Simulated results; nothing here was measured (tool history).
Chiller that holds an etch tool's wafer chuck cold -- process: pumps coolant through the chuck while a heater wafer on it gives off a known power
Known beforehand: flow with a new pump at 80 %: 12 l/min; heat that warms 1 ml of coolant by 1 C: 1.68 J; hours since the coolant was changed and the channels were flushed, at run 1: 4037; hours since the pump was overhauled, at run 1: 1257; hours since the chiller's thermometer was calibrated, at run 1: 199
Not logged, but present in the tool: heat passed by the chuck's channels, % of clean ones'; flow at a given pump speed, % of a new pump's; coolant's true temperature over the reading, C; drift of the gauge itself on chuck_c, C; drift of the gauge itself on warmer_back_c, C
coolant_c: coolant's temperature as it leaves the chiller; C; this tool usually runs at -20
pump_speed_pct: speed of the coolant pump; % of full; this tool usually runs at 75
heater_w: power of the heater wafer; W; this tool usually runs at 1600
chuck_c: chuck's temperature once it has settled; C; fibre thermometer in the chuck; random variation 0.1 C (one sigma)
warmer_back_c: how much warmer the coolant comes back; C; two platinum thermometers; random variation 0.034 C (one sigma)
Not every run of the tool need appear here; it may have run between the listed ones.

run,hour,coolant_c,pump_speed_pct,heater_w,hours since the coolant was changed and the channels were flushed,hours since the pump was overhauled,hours since the chiller's thermometer was calibrated,chuck_c,warmer_back_c
1,0.0,-20,75,1600,4037,1257,199,-8.6,5.13
2,65.3,-20,75,1600,4103,1323,264,-8.7,5.12
3,167.5,-30,75,1600,4205,1425,366,-18.7,5.10
4,216.4,-20,64,1600,4254,1474,415,-7.2,6.06
5,294.0,-20,75,1212,4331,1551,493,-11.4,3.88
6,367.4,-20,75,1212,4405,1625,566,-11.4,3.86
7,451.5,-20,75,1212,4489,1709,650,-11.4,3.88
8,508.0,-20,75,1212,4545,1765,707,-11.4,3.91
9,603.1,-20,75,1212,4641,1860,802,-11.4,3.82
10,692.5,-20,75,1212,4730,1950,891,-11.4,3.88
11,757.7,-21,75,1600,4795,2015,956,-9.5,5.10
12,816.1,-21,75,1600,4854,2073,1015,-9.8,5.14
13,894.0,-21,75,1600,4931,2151,1093,-9.7,5.10
14,991.1,-21,75,1600,5029,2248,1190,-9.8,5.09
15,1051.2,-21,75,1600,5089,2308,1250,-9.4,5.13
16,1132.7,-20,67,1600,5170,2390,1331,-7.9,5.72
17,1182.8,-20,67,1600,5220,2440,1381,-8.0,5.74
18,1275.8,-22,89,1600,5313,2533,1474,-11.9,4.24
19,1367.3,-22,89,1600,5405,2624,1566,-12.1,4.29
20,1467.9,-17,73,1600,5505,2725,1667,-5.5,5.26
21,1538.5,-26,70,1600,5576,2796,1737,-14.3,5.51
22,1611.6,-26,70,1600,5649,2869,1810,-14.0,5.49
23,1683.2,-20,62,1122,5721,2940,1882,-11.0,4.39

What does the tool deliver on the next run?
24,1779.4,-22,66,1122,5817,3037,1978,?,?

Run 24 yielded chuck_c -13.2 C, warmer_back_c 4.06 C.
With no hidden state in the tool, this same run would have given chuck_c -13.2 C, warmer_back_c 4.06 C.
